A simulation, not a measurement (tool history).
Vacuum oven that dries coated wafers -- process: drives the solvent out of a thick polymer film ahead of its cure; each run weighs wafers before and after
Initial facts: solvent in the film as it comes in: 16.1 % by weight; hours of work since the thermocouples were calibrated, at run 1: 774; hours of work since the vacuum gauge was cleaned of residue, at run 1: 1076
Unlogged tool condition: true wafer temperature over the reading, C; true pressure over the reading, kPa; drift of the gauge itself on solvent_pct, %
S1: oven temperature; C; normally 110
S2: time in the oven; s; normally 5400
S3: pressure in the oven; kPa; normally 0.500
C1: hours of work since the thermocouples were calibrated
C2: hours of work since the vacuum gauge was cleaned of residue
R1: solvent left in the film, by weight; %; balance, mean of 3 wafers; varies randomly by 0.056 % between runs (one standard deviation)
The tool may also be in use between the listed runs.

| run | hour | S1 | S2 | S3 | C1 | C2 | R1 |
|---|---|---|---|---|---|---|---|
| 1 | 0.0 | 110 | 5400 | 0.500 | 774 | 1076 | 2.32 |
| 2 | 22.4 | 110 | 5400 | 0.338 | 789 | 1091 | 2.19 |
| 3 | 43.9 | 110 | 5400 | 0.338 | 804 | 1105 | 2.30 |
| 4 | 62.1 | 110 | 5400 | 0.338 | 816 | 1118 | 2.24 |
| 5 | 91.6 | 110 | 5400 | 0.338 | 836 | 1138 | 2.15 |
| 6 | 117.2 | 110 | 5400 | 0.338 | 853 | 1155 | 2.26 |
| 7 | 145.3 | 110 | 5400 | 0.338 | 872 | 1174 | 2.22 |
|  | 156.2 | vacuum gauge cleaned of residue and calibrated |
| 8 | 174.7 | 110 | 5400 | 0.338 | 891 | 13 | 2.15 |
| 9 | 203.4 | 110 | 3000 | 0.500 | 911 | 32 | 4.66 |
| 10 | 234.6 | 110 | 3000 | 0.500 | 932 | 53 | 4.77 |
| 11 | 248.9 | 110 | 5400 | 1.187 | 941 | 63 | 2.19 |
| 12 | 279.6 | 110 | 5400 | 1.187 | 962 | 83 | 2.24 |
| 13 | 309.3 | 110 | 4980 | 0.500 | 982 | 104 | 2.49 |
| 14 | 331.8 | 110 | 5400 | 1.726 | 998 | 119 | 2.35 |
| 15 | 355.4 | 110 | 5400 | 1.726 | 1014 | 135 | 2.33 |
| 16 | 373.2 | 110 | 5400 | 1.405 | 1026 | 147 | 2.24 |
| 17 | 402.7 | 110 | 5400 | 0.500 | 1046 | 167 | 2.05 |
| 18 | 416.8 | 110 | 5400 | 0.500 | 1055 | 176 | 2.09 |
| 19 | 436.7 | 110 | 5400 | 0.500 | 1069 | 190 | 2.13 |
| 20 | 452.6 | 106 | 2940 | 0.500 | 1079 | 201 | 5.97 |
| 21 | 468.0 | 106 | 2940 | 0.500 | 1090 | 211 | 5.70 |
| 22 | 494.3 | 110 | 7440 | 0.500 | 1108 | 229 | 1.11 |
| 23 | 514.4 | 110 | 2820 | 0.456 | 1121 | 242 | 4.97 |
| 24 | 529.6 | 108 | 5520 | 0.353 | 1131 | 253 | 2.41 |
| 25 | 561.1 | 111 | 5400 | 0.468 | 1153 | 274 | 1.74 |

The next listed run, before its measurement:
| 26 | 588.1 | 110 | 8220 | 1.308 | 1171 | 292 | ? |

R1: 1.00 %
The same run, on a tool lacking any hidden state, would have yielded R1 1.32 %.
